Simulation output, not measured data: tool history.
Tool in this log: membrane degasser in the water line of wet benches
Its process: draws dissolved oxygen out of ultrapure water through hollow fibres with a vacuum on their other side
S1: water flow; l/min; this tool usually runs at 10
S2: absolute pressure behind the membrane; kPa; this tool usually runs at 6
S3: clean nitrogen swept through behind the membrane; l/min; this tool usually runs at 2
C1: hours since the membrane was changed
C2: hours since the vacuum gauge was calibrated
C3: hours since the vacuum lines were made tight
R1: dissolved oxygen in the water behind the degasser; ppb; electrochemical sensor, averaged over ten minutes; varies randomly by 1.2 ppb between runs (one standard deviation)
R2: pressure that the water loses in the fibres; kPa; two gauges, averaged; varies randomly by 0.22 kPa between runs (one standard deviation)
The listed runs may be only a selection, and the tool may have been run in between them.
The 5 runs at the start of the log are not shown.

run 6 hour=188.7 | S1=10 S2=6 S3=2 | C1=2186 C2=518 C3=5138 | R1=123.5 R2=53.72
run 7 hour=223.7 | S1=10 S2=12.17 S3=2 | C1=2221 C2=553 C3=5173 | R1=199.6 R2=53.82
run 8 hour=274.3 | S1=10 S2=12.17 S3=2 | C1=2272 C2=603 C3=5224 | R1=201.1 R2=53.59
run 9 hour=299.8 | S1=10 S2=5.11 S3=2 | C1=2297 C2=629 C3=5249 | R1=113.4 R2=53.72
-- hour=331.9 seals of the vacuum lines changed
run 10 hour=345.4 | S1=10 S2=5.11 S3=2 | C1=2341 C2=672 C3=13 | R1=113.2 R2=54.02
run 11 hour=394.1 | S1=11 S2=6 S3=2 | C1=2390 C2=721 C3=62 | R1=147.6 R2=59.28
run 12 hour=442 | S1=11 S2=6 S3=2 | C1=2438 C2=769 C3=110 | R1=146.8 R2=59.38
run 13 hour=467.4 | S1=10 S2=6 S3=2 | C1=2463 C2=794 C3=135 | R1=125.2 R2=54.02
run 14 hour=501.1 | S1=10 S2=6 S3=2 | C1=2497 C2=828 C3=169 | R1=124 R2=54.33
run 15 hour=531.1 | S1=10 S2=6 S3=2 | C1=2527 C2=858 C3=199 | R1=124 R2=54.06
run 16 hour=575.7 | S1=10 S2=6 S3=1.49 | C1=2571 C2=903 C3=244 | R1=135.1 R2=54.16
run 17 hour=619.2 | S1=13 S2=6 S3=0.91 | C1=2615 C2=946 C3=287 | R1=239.6 R2=70.44
run 18 hour=651.3 | S1=10 S2=6 S3=1.61 | C1=2647 C2=978 C3=319 | R1=133.7 R2=54.13
run 19 hour=693.3 | S1=11 S2=6 S3=5.91 | C1=2689 C2=1020 C3=361 | R1=123.7 R2=59.35
run 20 hour=733.7 | S1=9 S2=7.98 S3=3.07 | C1=2729 C2=1061 C3=402 | R1=108.6 R2=48.51
run 21 hour=771 | S1=8 S2=6 S3=2 | C1=2767 C2=1098 C3=439 | R1=83.3 R2=43.5
run 22 hour=821.4 | S1=8 S2=7.52 S3=2 | C1=2817 C2=1148 C3=489 | R1=98.9 R2=43.27
run 23 hour=863.5 | S1=8 S2=7.52 S3=2 | C1=2859 C2=1191 C3=532 | R1=96.9 R2=43.21
run 24 hour=905.1 | S1=8 S2=4.35 S3=2.07 | C1=2901 C2=1232 C3=573 | R1=68.1 R2=43.27
run 25 hour=937.5 | S1=6 S2=8.24 S3=1.68 | C1=2933 C2=1265 C3=606 | R1=73.4 R2=32.58

Run 26, settings as shown, results not yet in. Your forecast:
run 26 hour=968.2 | S1=6 S2=8.24 S3=1.68 | C1=2964 C2=1295 C3=636 | R1=? R2=?

Run 26 produced R1 71.9 ppb, R2 32.55 kPa.
If the tool had no hidden condition, the same run with the same run-to-run variation would have returned R1 66.8 ppb, R2 31.66 kPa.

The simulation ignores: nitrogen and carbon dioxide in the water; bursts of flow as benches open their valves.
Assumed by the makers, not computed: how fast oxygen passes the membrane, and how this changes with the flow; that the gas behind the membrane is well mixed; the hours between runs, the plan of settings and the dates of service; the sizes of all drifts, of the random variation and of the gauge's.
